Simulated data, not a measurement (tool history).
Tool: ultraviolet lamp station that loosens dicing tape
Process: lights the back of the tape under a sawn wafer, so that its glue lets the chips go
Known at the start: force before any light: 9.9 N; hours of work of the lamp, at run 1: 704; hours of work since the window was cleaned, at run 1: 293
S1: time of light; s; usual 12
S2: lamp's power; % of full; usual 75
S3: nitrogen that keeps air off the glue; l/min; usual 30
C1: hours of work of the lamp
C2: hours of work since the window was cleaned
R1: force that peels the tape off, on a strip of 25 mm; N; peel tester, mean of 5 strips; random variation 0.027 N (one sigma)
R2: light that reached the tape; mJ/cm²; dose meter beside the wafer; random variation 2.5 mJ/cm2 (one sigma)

run     day  S1  S2  S3    C1   C2     R1   R2
  1       0  12  75  30   704  293  1.917  242
  2   1.504  12  75  30   732  321  2.006  250
  3   3.088  12  75  30   760  350  2.072  240
  4   4.325   7  75  30   783  372  3.896  139
  5   5.738   7  75  30   809  398  3.942  137
  6   7.433  12  75  30   840  429  2.156  231
  7   8.458  12  75  30   859  448  2.215  228
  8   9.938  12  75  30   886  475  2.203  227
  9  11.671  11  75  30   917  507  2.582  205
 10  13.183  12  75  30   945  534  2.299  222
 11  14.967  12  75  13   978  567  3.505  214
     15.417  -- window cleaned of glue's vapour
 12    16.1  12  75  13   998   12  2.971  248
 13  17.146  16  75  30  1017   32  1.244  329
 14    18.6  16  75  30  1044   58  1.228  320
 15  19.383  16  75  30  1058   72  1.258  326
 16  21.079  15  75  30  1089  104  1.439  297
 17   21.95  15  75  30  1105  119  1.508  294
 18   23.15  15  75  30  1127  141  1.507  290
 19  24.838  15  75  30  1158  172  1.612  284
 20  26.142  15  75  30  1182  196  1.633  280
 21  27.483  15  75  30  1206  221  1.716  274
 22  29.192  15  75  30  1237  252  1.674  272
 23  30.321  15  75  30  1258  272  1.797  270
 24  31.521  15  75  30  1280  294  1.754  268
 25  33.275  21  88  48  1312  326  0.529  425
 26    34.1  21  88  48  1327  342  0.516  427
     35.021  -- lamp changed
 27  35.871   9  75  13    15  373  3.561  209
 28  37.371   9  75  13    43  401  3.623  206
 29  39.029  10  85  13    73  431  2.923  255
 30  39.971   8  75  43    90  448   2.58  180
 31  41.338  10  73  37   115  473  2.115  214
 32  42.696  21  75  28   140  498  0.618  462
 33  43.642  21  75  28   158  515   0.63  461
 34  45.383  12  99  39   189  547  0.959  339
 35  46.588  19  60  18   211  569  1.768  322
      46.85  -- window cleaned of glue's vapour
 36  48.129   9  89  36   239   23   1.59  262
 37  49.562   9  89  36   265   50  1.701  260
 38  50.338   9  69  36   280   64  2.468  202
 39  51.662  11  69  22   304   88  2.394  241
 40  52.646  11  89  22   322  106  1.685  304
 41  53.992  22  89  50   346  131  0.259  615
 42  54.788  22  89  50   361  145  0.265  603
 43  55.742   7  75  19   378  163  4.037  162

Measured less the same run without the tool's hidden state. The same run-to-run variation is in both; the gauge's scatter may not be:
The hidden state here: lamp's light, % of a new lamp's; light that the window lets through, % of a clean one's; drift of the gauge itself on peel_n, %; drift of the gauge itself on dose_mj_cm2, %.
run      R1    R2
  1  +0.638   -67
  2  +0.697   -72
  3  +0.748   -74
  4  +0.989   -44
  5  +1.036   -47
  6  +0.868   -85
  7  +0.904   -87
  8  +0.928   -90
  9  +1.072   -86
 10  +1.032   -98
 11  +1.317  -102
 12   +0.79   -68
 13  +0.494   -93
 14  +0.509   -97
 15  +0.533  -101
 16  +0.616  -100
 17  +0.663  -102
 18  +0.675  -104
 19  +0.747  -111
 20  +0.775  -114
 21  +0.839  -118
 22  +0.846  -124
 23  +0.924  -126
 24  +0.917  -129
 25  +0.264  -219
 26  +0.267  -226
 27  +0.412   -26
 28  +0.465   -29
 29  +0.504   -41
 30  +0.502   -31
 31  +0.485   -40
 32  +0.195   -90
 33  +0.205   -95
 34  +0.333   -78
 35  +0.562   -78
 36  +0.174   -18
 37  +0.219   -22
 38  +0.282   -18
 39  +0.314   -25
 40  +0.288   -35
 41  +0.031   -79
 42  +0.034   -82
 43  +0.487   -23
